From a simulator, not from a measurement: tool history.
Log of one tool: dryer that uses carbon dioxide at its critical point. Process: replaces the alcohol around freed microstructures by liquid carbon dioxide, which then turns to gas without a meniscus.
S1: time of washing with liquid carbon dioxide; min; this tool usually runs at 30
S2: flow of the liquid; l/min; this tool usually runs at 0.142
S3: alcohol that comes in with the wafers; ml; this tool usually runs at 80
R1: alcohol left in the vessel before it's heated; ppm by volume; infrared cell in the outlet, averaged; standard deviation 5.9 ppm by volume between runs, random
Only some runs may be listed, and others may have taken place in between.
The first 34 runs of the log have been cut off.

run    hour  S1     S2   S3    R1
 35   860.9  22  0.157   40   989
 36   888.2  22  0.157   40  1062
      894.5  -- inlet filter changed
 37   923.6  30  0.109   80  1032
 38   953.5  21  0.196   28   191
 39   974.1  40  0.142   80   111
 40  1000.5  40  0.193   30    79
 41  1035.4  40  0.193   30    74
 42  1060.7  40  0.193   30    78
 43  1075.3  24  0.104  110  6216
 44  1092.3  31  0.224   34    79
 45  1111.2  38  0.095   34   522
 46  1146.5  41  0.120   80   292
 47  1172.1  42  0.142   71   133

What if the next run were any one of these 4? Each begins from the tool's condition after run 47:
  A  1198.9  19  0.191   71   ?
  B  1198.9  38  0.142   80   ?
  C  1198.9  33  0.093  113   ?
  D  1198.9  42  0.086   28   ?

run    R1
  A  1426
  B   236
  C  4009
  D   534
With no hidden state in the tool, these same runs would have given:
run    R1
  A   524
  B    41
  C  1725
  D   173

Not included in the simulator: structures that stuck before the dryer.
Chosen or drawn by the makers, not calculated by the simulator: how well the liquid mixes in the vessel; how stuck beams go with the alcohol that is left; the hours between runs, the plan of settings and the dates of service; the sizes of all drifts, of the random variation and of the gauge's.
